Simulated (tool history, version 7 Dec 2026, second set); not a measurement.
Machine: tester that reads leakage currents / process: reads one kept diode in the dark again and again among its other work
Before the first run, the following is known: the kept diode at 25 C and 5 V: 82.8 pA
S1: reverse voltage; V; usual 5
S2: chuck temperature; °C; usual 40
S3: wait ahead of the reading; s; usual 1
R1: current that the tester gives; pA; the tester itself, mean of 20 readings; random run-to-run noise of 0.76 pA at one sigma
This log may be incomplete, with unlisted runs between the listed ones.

Run 1, hour 0: usual settings. Result: R1 235.88 pA.
Run 2, hour 72.6: usual settings. Result: R1 233.08 pA.
Run 3, hour 129.9: usual settings. Result: R1 232.31 pA.
Run 4, hour 212.8: usual settings. Result: R1 230.48 pA.
Run 5, hour 264: usual settings but S3 2.27 s. Result: R1 228.86 pA.
Run 6, hour 310.5: usual settings but S3 2.27 s. Result: R1 229.13 pA.
Run 7, hour 364.3: usual settings but S3 2.27 s. Result: R1 225.61 pA.
Run 8, hour 450.1: usual settings but S3 2.27 s. Result: R1 225.36 pA.
At hour 456.1: chuck's temperature calibrated.
Run 9, hour 517.1: usual settings but S3 2.27 s. Result: R1 208.25 pA.
Run 10, hour 589.8: usual settings but S3 2 s. Result: R1 208.73 pA.
At hour 624.4: chuck's temperature calibrated, once more.
Run 11, hour 631.6: usual settings but S3 2 s. Result: R1 251.34 pA.
Run 12, hour 674.7: usual settings but S3 2 s. Result: R1 249.04 pA.
Run 13, hour 712.7: usual settings but S3 2 s. Result: R1 248.67 pA.
Run 14, hour 765.4: usual settings but S2 43 °C, S3 2 s. Result: R1 304.75 pA.
Run 15, hour 850.7: usual settings. Result: R1 246.33 pA.
Run 16, hour 916.3: usual settings but S1 2.52 V, S2 23 °C, S3 3.35 s. Result: R1 47.02 pA.
Run 17, hour 987.2: usual settings but S1 5.91 V, S2 28 °C, S3 0.36 s. Result: R1 116.77 pA.
Run 18, hour 1044.5: usual settings but S1 1.34 V, S2 34 °C, S3 2.65 s. Result: R1 73.3 pA.
Run 19, hour 1095.5: usual settings but S2 32 °C, S3 3.17 s. Result: R1 136.03 pA.
Run 20, hour 1144.2: usual settings but S1 8.76 V, S3 0.48 s. Result: R1 334.77 pA.
Run 21, hour 1214.9: usual settings but S1 8.76 V, S2 38 °C, S3 0.48 s. Result: R1 289.52 pA.
Run 22, hour 1273.9: usual settings but S1 15.88 V, S2 27 °C, S3 0.41 s. Result: R1 192.46 pA.
Run 23, hour 1310.7: usual settings but S1 15.88 V, S2 27 °C, S3 0.41 s. Result: R1 191.86 pA.
Run 24, hour 1391.9: usual settings but S2 43 °C, S3 2.21 s. Result: R1 287.56 pA.
Run 25, hour 1437: usual settings but S2 43 °C, S3 2.21 s. Result: R1 286.14 pA.
Run 26, hour 1518.1: usual settings but S1 3.97 V, S2 27 °C, S3 0.75 s. Result: R1 80.2 pA.
Run 27, hour 1590.8: usual settings but S1 3.37 V, S2 50 °C, S3 0.6 s. Result: R1 361.81 pA.
Run 28, hour 1657.4: usual settings but S2 32 °C, S3 8.33 s. Result: R1 128.7 pA.
Run 29, hour 1707.6: usual settings but S2 58 °C, S3 0.78 s. Result: R1 748.53 pA.

Consider 5 possible next runs. They are alternatives, not a sequence: every one starts from the tool as it was left by run 29. What does each give?
At hour 1766: tester calibrated.
Run A, hour 1766: usual settings but S2 53 °C, S3 0.78 s. Result: R1 ?.
At hour 1766: tester calibrated.
Run B, hour 1766: usual settings but S1 5.81 V, S2 22 °C, S3 0.33 s. Result: R1 ?.
At hour 1766: tester calibrated.
Run C, hour 1766: usual settings but S1 3.7 V, S2 47 °C. Result: R1 ?.
At hour 1766: tester calibrated.
Run D, hour 1766: usual settings but S1 15.14 V, S2 28 °C, S3 0.71 s. Result: R1 ?.
At hour 1766: tester calibrated.
Run E, hour 1766: usual settings but S2 43 °C. Result: R1 ?.

run      R1
  A  550.96
  B   72.22
  C  311.66
  D  192.55
  E  282.72
Without the tool's unlogged condition, the same runs would have read:
run      R1
  A  602.51
  B   76.13
  C   341.4
  D  203.21
  E  309.19

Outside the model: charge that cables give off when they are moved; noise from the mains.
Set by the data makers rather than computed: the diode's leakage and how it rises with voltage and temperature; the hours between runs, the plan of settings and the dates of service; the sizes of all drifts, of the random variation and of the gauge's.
